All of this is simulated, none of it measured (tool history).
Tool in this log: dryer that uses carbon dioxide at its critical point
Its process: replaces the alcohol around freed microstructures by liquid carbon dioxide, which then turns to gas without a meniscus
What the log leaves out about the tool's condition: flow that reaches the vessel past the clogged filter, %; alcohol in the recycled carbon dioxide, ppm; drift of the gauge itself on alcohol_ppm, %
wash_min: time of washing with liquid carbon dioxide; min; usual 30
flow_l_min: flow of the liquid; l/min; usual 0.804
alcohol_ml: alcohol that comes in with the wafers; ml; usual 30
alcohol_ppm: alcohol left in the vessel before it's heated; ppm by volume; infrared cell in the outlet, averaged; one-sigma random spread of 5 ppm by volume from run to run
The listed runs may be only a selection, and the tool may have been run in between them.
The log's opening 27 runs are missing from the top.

run	day	wash_min	flow_l_min	alcohol_ml	hours of work since the filter was changed	hours of work since the purifier's bed was changed	alcohol_ppm
# day 55.725: purifier's bed changed
28	56.525	42	1.021	32	216	15	14
29	58.525	42	1.332	32	252	51	22
30	61.371	30	0.804	25	304	103	46
31	63.712	42	0.591	23	346	145	70
32	65.933	36	0.865	88	387	186	83
# day 68.162: inlet filter changed
33	68.762	36	0.865	88	11	236	79
34	69.933	36	0.865	88	32	258	82
35	71.175	27	0.801	52	55	280	154
36	73.675	27	0.801	52	100	326	165
37	76.450	31	0.879	30	151	376	119

Run 38 has not been measured yet. What should we expect?
38	78.929	31	0.879	30	196	421	?

alcohol_ppm: 136 ppm by volume
With no hidden state in the tool, this same run would have given alcohol_ppm 17 ppm by volume.

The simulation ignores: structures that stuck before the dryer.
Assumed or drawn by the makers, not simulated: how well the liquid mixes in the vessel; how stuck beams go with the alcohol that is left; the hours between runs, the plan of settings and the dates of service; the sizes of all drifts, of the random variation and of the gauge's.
